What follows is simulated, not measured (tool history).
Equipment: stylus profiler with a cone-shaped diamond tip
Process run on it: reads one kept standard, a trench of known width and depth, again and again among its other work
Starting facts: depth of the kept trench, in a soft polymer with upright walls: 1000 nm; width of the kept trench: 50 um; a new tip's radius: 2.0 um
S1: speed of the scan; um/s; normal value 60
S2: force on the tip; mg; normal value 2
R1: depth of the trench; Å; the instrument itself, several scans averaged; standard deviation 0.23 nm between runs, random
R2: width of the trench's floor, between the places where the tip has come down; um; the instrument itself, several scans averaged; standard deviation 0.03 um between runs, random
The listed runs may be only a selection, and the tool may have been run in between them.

run,hour,S1,S2,R1,R2
1,0,60,2,10096.4,46.13
2,24.8,60,2,10098.6,46.24
3,47.8,60,2,10099.6,46.2
4,80.9,60,2,10094,46.06
5,99.8,60,2,10100.8,46.06
6,134.7,32,2,10095.5,46.2
7,163.3,32,2,10096.3,46.19
8,188,60,2,10089.9,46.02
9,212.7,60,2,10094.4,46.04
10,248.1,60,2,10091.8,46.02
11,270.2,60,2,10094.6,45.99
12,286.7,60,1.97,10095.6,45.98
13,306.1,60,0.79,10040.8,45.77
14,344.9,60,0.79,10040.7,45.73
15,377.2,60,0.79,10043.4,45.77
16,406.8,60,0.79,10040.1,45.77
17,444.6,60,0.69,10039,45.71
18,478.1,42,0.69,10035.4,45.8
19,505.9,108,0.69,10033,45.25
20,524.9,108,0.69,10036.2,45.22
21,542.9,32,0.69,10036,45.84
# hour 545.5: height scale calibrated on a step standard
22,569,60,2,10080.8,45.81
23,609.4,60,2,10085.7,45.77
# hour 643.7: height scale calibrated on a step standard, once more
24,646.1,151,1.53,10088,45.26
25,678.8,35,1.94,10102.4,45.85
26,705.6,78,1.93,10100,45.62
27,739.3,78,1.9,10102.5,45.61
28,772.2,182,0.81,10053.5,44.62
29,795.7,182,0.81,10051.6,44.62
30,827.4,61,5.01,10193.9,45.75
31,846.6,217,0.99,10058.1,44.44
32,878.6,46,5.13,10190.8,45.78
33,912.6,50,3.19,10137.6,45.75
34,951.8,113,2.47,10114.1,45.36
35,987.8,113,2.47,10112.9,45.34
36,1007.4,87,3.78,10153.8,45.53
37,1029.9,105,5.41,10201.5,45.52
38,1064.7,81,0.84,10048.9,45.22
39,1082.2,60,2.69,10122.9,45.52
40,1119.9,60,2.69,10118.2,45.5
41,1151,25,3.21,10138.5,45.68
42,1187.3,67,0.84,10046.9,45.24
43,1208.7,67,0.84,10045.3,45.25
44,1229.2,67,0.84,10047,45.2
45,1250.7,38,4.95,10184,45.62

3 options for the next run, each taken on its own from the tool as it stands now. Forecast them:
A,1268.1,20,3.12,?,?
B,1268.1,78,1.72,?,?
C,1268.1,98,1.35,?,?

run,R1,R2
A,10133.6,45.59
B,10081.1,45.29
C,10068.8,45.08
With no hidden state in the tool, these same runs would have given:
run,R1,R2
A,10149.3,46.41
B,10096.7,46.11
C,10084.4,45.9
